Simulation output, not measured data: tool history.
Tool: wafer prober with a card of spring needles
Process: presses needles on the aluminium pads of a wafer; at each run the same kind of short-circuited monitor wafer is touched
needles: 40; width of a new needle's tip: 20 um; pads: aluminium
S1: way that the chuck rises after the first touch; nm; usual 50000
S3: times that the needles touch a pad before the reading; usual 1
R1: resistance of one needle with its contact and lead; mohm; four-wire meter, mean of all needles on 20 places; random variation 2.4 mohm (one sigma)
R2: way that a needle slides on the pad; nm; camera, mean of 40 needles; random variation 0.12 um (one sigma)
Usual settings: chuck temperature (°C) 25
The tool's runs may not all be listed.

run 1 hour=0 | S1=50000 chuck_temperature_(°C)=25 S3=1 | R1=276 R2=8380
run 2 hour=9.8 | S1=50000 chuck_temperature_(°C)=25 S3=1 | R1=274 R2=8260
run 3 hour=16.2 | S1=50000 chuck_temperature_(°C)=25 S3=1 | R1=276 R2=8220
run 4 hour=26.5 | S1=50000 chuck_temperature_(°C)=25 S3=1 | R1=277 R2=8450
run 5 hour=41.1 | S1=50000 chuck_temperature_(°C)=25 S3=1 | R1=271 R2=8380
run 6 hour=50.5 | S1=50000 chuck_temperature_(°C)=25 S3=1 | R1=272 R2=8430
run 7 hour=58.4 | S1=50000 chuck_temperature_(°C)=25 S3=1 | R1=278 R2=8160
run 8 hour=71.7 | S1=50000 chuck_temperature_(°C)=53 S3=1 | R1=288 R2=8320
run 9 hour=82.8 | S1=50000 chuck_temperature_(°C)=53 S3=2 | R1=286 R2=8180
run 10 hour=90.4 | S1=50000 chuck_temperature_(°C)=53 S3=2 | R1=285 R2=8600
run 11 hour=104.7 | S1=50000 chuck_temperature_(°C)=39 S3=2 | R1=278 R2=8500
run 12 hour=117.8 | S1=42000 chuck_temperature_(°C)=39 S3=2 | R1=288 R2=6860
run 13 hour=130.5 | S1=50000 chuck_temperature_(°C)=75 S3=1 | R1=292 R2=8430
run 14 hour=137.8 | S1=50000 chuck_temperature_(°C)=25 S3=1 | R1=274 R2=8470
run 15 hour=148.1 | S1=50000 chuck_temperature_(°C)=25 S3=1 | R1=274 R2=8470
run 16 hour=161.5 | S1=50000 chuck_temperature_(°C)=25 S3=1 | R1=271 R2=8530
run 17 hour=167.8 | S1=44000 chuck_temperature_(°C)=35 S3=1 | R1=283 R2=7540
run 18 hour=174.6 | S1=44000 chuck_temperature_(°C)=35 S3=1 | R1=281 R2=7350
run 19 hour=185.1 | S1=44000 chuck_temperature_(°C)=35 S3=1 | R1=283 R2=7380
run 20 hour=197.3 | S1=44000 chuck_temperature_(°C)=35 S3=1 | R1=281 R2=7300
run 21 hour=207.8 | S1=47000 chuck_temperature_(°C)=49 S3=1 | R1=286 R2=7850
run 22 hour=220.1 | S1=33000 chuck_temperature_(°C)=79 S3=1 | R1=313 R2=5690
run 23 hour=231.7 | S1=70000 chuck_temperature_(°C)=25 S3=1 | R1=267 R2=11850
run 24 hour=239.4 | S1=50000 chuck_temperature_(°C)=25 S3=1 | R1=272 R2=8350
run 25 hour=254.3 | S1=34000 chuck_temperature_(°C)=25 S3=2 | R1=286 R2=5680
run 26 hour=260.4 | S1=57000 chuck_temperature_(°C)=25 S3=2 | R1=274 R2=9470
run 27 hour=267.5 | S1=57000 chuck_temperature_(°C)=25 S3=2 | R1=273 R2=9490
run 28 hour=275.3 | S1=50000 chuck_temperature_(°C)=41 S3=3 | R1=283 R2=8310
run 29 hour=281.9 | S1=58000 chuck_temperature_(°C)=88 S3=1 | R1=291 R2=9560
run 30 hour=290.7 | S1=58000 chuck_temperature_(°C)=88 S3=2 | R1=290 R2=9470
run 31 hour=298 | S1=37000 chuck_temperature_(°C)=101 S3=2 | R1=310 R2=5970

Taken out of this log: 47 entries between the listed runs. Where each belongs, and how the hidden state differs across it:
Between runs 1 and 2: tips cleaned on abrasive film (hour 3.6); tips cleaned on abrasive film (hour 9.8)
  debris on the tips, nm: 0.1 -> 0
Between runs 2 and 3: tips cleaned on abrasive film (hour 16.2)
  no hidden state differs between the two runs
Between runs 3 and 4: tips cleaned on abrasive film (hour 22.3)
  debris on the tips, nm: 0 -> 0.1
Between runs 4 and 5: tips cleaned on abrasive film (hour 28.9); tips cleaned on abrasive film (hour 35.4)
  no hidden state differs between the two runs
Between runs 5 and 6: tips cleaned on abrasive film (hour 42); tips cleaned on abrasive film (hour 49.1)
  no hidden state differs between the two runs
Between runs 6 and 7: tips cleaned on abrasive film (hour 55.8)
  no hidden state differs between the two runs
Between runs 7 and 8: tips cleaned on abrasive film (hour 61.9); tips cleaned on abrasive film (hour 68.7)
  no hidden state differs between the two runs
Between runs 8 and 9: tips cleaned on abrasive film (hour 75); tips cleaned on abrasive film (hour 81.5)
  debris on the tips, nm: 0.1 -> 0
Between runs 9 and 10: tips cleaned on abrasive film (hour 88.6)
  debris on the tips, nm: 0 -> 0.1
Between runs 10 and 11: tips cleaned on abrasive film (hour 94.6); tips cleaned on abrasive film (hour 100.7)
  no hidden state differs between the two runs
Between runs 11 and 12: tips cleaned on abrasive film (hour 106.9); tips cleaned on abrasive film (hour 113.6)
  no hidden state differs between the two runs
Between runs 12 and 13: tips cleaned on abrasive film (hour 120.1); height of the first contact set anew (hour 122.5); tips cleaned on abrasive film (hour 126.5)
  no hidden state differs between the two runs
Between runs 13 and 14: tips cleaned on abrasive film (hour 132.7)
  no hidden state differs between the two runs
Between runs 14 and 15: tips cleaned on abrasive film (hour 139.1); tips cleaned on abrasive film (hour 145.8)
  no hidden state differs between the two runs
Between runs 15 and 16: tips cleaned on abrasive film (hour 152.6); tips cleaned on abrasive film (hour 159.3)
  no hidden state differs between the two runs
Between runs 16 and 17: tips cleaned on abrasive film (hour 165.5)
  no hidden state differs between the two runs
Between runs 17 and 18: tips cleaned on abrasive film (hour 172.2)
  no hidden state differs between the two runs
Between runs 18 and 19: tips cleaned on abrasive film (hour 179); tips cleaned on abrasive film (hour 185.1)
  debris on the tips, nm: 0.1 -> 0
Between runs 19 and 20: tips cleaned on abrasive film (hour 191.7)
  debris on the tips, nm: 0 -> 0.1
Between runs 20 and 21: tips cleaned on abrasive film (hour 198.3); tips cleaned on abrasive film (hour 204.4)
  no hidden state differs between the two runs
Between runs 21 and 22: tips cleaned on abrasive film (hour 210.5); tips cleaned on abrasive film (hour 217.3)
  no hidden state differs between the two runs
Between runs 22 and 23: tips cleaned on abrasive film (hour 223.9); tips cleaned on abrasive film (hour 230.6)
  debris on the tips, nm: 0.1 -> 0
Between runs 23 and 24: tips cleaned on abrasive film (hour 237.7)
  debris on the tips, nm: 0 -> 0.1
Between runs 24 and 25: tips cleaned on abrasive film (hour 243.8); tips cleaned on abrasive film (hour 249.9)
  no hidden state differs between the two runs
Between runs 25 and 26: tips cleaned on abrasive film (hour 255.9)
  no hidden state differs between the two runs
Between runs 26 and 27: tips cleaned on abrasive film (hour 262.9)
  no hidden state differs between the two runs
Between runs 27 and 28: tips cleaned on abrasive film (hour 269.3); tips cleaned on abrasive film (hour 275.3)
  debris on the tips, nm: 0.1 -> 0
Between runs 28 and 29: tips cleaned on abrasive film (hour 281.9)
  no hidden state differs between the two runs
Between runs 29 and 30: tips cleaned on abrasive film (hour 288.4)
  debris on the tips, nm: 0 -> 0.1
Between runs 30 and 31: tips cleaned on abrasive film (hour 294.9)
  no hidden state differs between the two runs

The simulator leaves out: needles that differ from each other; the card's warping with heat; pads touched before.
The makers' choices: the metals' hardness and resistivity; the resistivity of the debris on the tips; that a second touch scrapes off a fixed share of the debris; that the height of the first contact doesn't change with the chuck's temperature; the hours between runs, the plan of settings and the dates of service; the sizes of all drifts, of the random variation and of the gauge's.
